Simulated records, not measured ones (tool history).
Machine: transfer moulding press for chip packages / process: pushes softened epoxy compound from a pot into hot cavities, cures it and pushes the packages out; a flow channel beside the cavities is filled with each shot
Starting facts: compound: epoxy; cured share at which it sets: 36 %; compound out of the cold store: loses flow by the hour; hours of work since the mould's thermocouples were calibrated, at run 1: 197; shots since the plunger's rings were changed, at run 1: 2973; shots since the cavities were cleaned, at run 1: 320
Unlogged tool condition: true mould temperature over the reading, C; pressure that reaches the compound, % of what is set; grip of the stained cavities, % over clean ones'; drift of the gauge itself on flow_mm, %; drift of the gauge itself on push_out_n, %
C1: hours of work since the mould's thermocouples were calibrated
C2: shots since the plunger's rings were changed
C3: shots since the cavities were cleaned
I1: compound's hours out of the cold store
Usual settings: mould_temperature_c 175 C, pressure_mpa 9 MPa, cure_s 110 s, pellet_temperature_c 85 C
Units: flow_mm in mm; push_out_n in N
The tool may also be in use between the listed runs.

Run 1, hour 0: usual settings; C1 197; C2 2973; C3 320; I1 37.8. Result: flow_mm 567 mm, push_out_n 690 N.
Run 2, hour 8.5: usual settings; C1 203; C2 3070; C3 417; I1 17.6. Result: flow_mm 594 mm, push_out_n 746 N.
Run 3, hour 20: usual settings; C1 212; C2 3203; C3 550; I1 12.2. Result: flow_mm 604 mm, push_out_n 797 N.
Run 4, hour 25.8: usual settings; C1 216; C2 3269; C3 616; I1 47.9. Result: flow_mm 557 mm, push_out_n 816 N.
Run 5, hour 34.6: usual settings; C1 222; C2 3370; C3 717; I1 30.9. Result: flow_mm 572 mm, push_out_n 815 N.
At hour 43.3: plunger's sealing rings changed.
At hour 46.6: cavities cleaned with cleaning compound and waxed.
Run 6, hour 48.5: usual settings but mould_temperature_c 168 C, cure_s 96 s, pellet_temperature_c 76 C; C1 230; C2 43; C3 22; I1 39.6. Result: flow_mm 628 mm, push_out_n 808 N.
Run 7, hour 59.6: usual settings but mould_temperature_c 174 C, cure_s 101 s; C1 238; C2 170; C3 149; I1 33.7. Result: flow_mm 613 mm, push_out_n 660 N.
Run 8, hour 67.8: usual settings but mould_temperature_c 174 C, cure_s 101 s; C1 244; C2 265; C3 244; I1 44.9. Result: flow_mm 595 mm, push_out_n 778 N.
Run 9, hour 78.1: usual settings but pressure_mpa 10.75 MPa, pellet_temperature_c 93 C; C1 251; C2 382; C3 361; I1 42. Result: flow_mm 647 mm, push_out_n 726 N.
Run 10, hour 84.5: usual settings but pressure_mpa 7.31 MPa, pellet_temperature_c 93 C; C1 256; C2 457; C3 436; I1 30. Result: flow_mm 550 mm, push_out_n 763 N.

Below, some changes in flow_mm between adjacent runs. For each, the amount present without the hidden state too (settings, incoming material, random variation) and the amount remaining for the hidden state with gauge scatter not shared by both compared results:
Run 5 -> 6: mould_temperature_c 175 -> 168, cure_s 110 -> 96, pellet_temperature_c 85 -> 76, plunger's sealing rings changed, cavities cleaned with cleaning compound and waxed. flow_mm +56 mm: hidden state +37, all else +19.
Run 9 -> 10: pressure_mpa 10.75 -> 7.31. flow_mm -97 mm: hidden state +1, all else -98.

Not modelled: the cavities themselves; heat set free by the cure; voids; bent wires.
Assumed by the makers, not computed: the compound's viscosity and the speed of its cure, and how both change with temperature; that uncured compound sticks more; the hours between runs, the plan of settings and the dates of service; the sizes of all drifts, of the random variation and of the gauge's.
